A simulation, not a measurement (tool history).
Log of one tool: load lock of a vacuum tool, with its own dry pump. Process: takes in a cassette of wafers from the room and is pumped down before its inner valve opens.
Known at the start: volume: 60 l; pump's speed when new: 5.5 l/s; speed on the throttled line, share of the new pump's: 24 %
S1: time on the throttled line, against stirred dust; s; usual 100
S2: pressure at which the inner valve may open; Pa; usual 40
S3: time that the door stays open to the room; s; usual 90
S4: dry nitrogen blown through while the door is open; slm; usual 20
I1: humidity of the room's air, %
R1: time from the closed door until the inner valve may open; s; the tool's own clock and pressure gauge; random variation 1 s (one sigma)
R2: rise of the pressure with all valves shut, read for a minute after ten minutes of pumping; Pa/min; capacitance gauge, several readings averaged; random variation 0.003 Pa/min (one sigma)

Run 1, hour 0: usual settings; I1 46.2. Result: R1 177.7 s, R2 0.107 Pa/min.
Run 2, hour 238.8: usual settings but S1 112 s; I1 45.3. Result: R1 186.5 s, R2 0.106 Pa/min.
Run 3, hour 488.5: usual settings but S1 112 s; I1 46.1. Result: R1 190.4 s, R2 0.113 Pa/min.
Run 4, hour 788.9: usual settings but S1 112 s; I1 43.5. Result: R1 189 s, R2 0.12 Pa/min.
Run 5, hour 991.1: usual settings; I1 43.9. Result: R1 179.1 s, R2 0.115 Pa/min.
Run 6, hour 1248.6: usual settings but S4 9 slm; I1 44.9. Result: R1 181 s, R2 0.13 Pa/min.
Run 7, hour 1407.5: usual settings but S4 12 slm; I1 45.8. Result: R1 180.2 s, R2 0.131 Pa/min.
Run 8, hour 1704.6: usual settings but S4 12 slm; I1 41.6. Result: R1 179 s, R2 0.132 Pa/min.
Run 9, hour 1864.9: usual settings but S1 127 s; I1 44. Result: R1 199.8 s, R2 0.125 Pa/min.
Run 10, hour 2002.5: usual settings but S1 194 s; I1 40.7. Result: R1 245.3 s, R2 0.129 Pa/min.
At hour 2162.4: dry pump taken out, an overhauled one fitted.
Run 11, hour 2205.7: usual settings but S1 194 s, S2 63 Pa, S3 51 s; I1 42.1. Result: R1 227.8 s, R2 0.12 Pa/min.
Run 12, hour 2387.2: usual settings but S1 199 s, S2 68 Pa, S3 124 s, S4 19 slm; I1 45.2. Result: R1 231.5 s, R2 0.14 Pa/min.
Run 13, hour 2579.7: usual settings but S1 199 s, S2 68 Pa, S3 124 s, S4 19 slm; I1 45.3. Result: R1 231.1 s, R2 0.143 Pa/min.
Run 14, hour 2777.3: usual settings but S1 199 s, S2 68 Pa, S3 71 s, S4 19 slm; I1 42.6. Result: R1 233.5 s, R2 0.133 Pa/min.

Forecast each of these 3 alternatives for the next run:
Run A, hour 3016: usual settings but S2 41 Pa, S4 5 slm; I1 45. Result: R1 ?, R2 ?.
Run B, hour 3016: usual settings but S1 199 s, S2 68 Pa, S3 219 s, S4 19 slm; I1 46.6. Result: R1 ?, R2 ?.
Run C, hour 3016: usual settings but S2 31 Pa, S4 18 slm; I1 46. Result: R1 ?, R2 ?.

run     R1     R2
  A    162  0.168
  B  232.5  0.156
  C  167.4  0.133
Without the tool's hidden state the same runs would have given:
run     R1     R2
  A    161   0.05
  B    232   0.04
  C  166.4  0.019
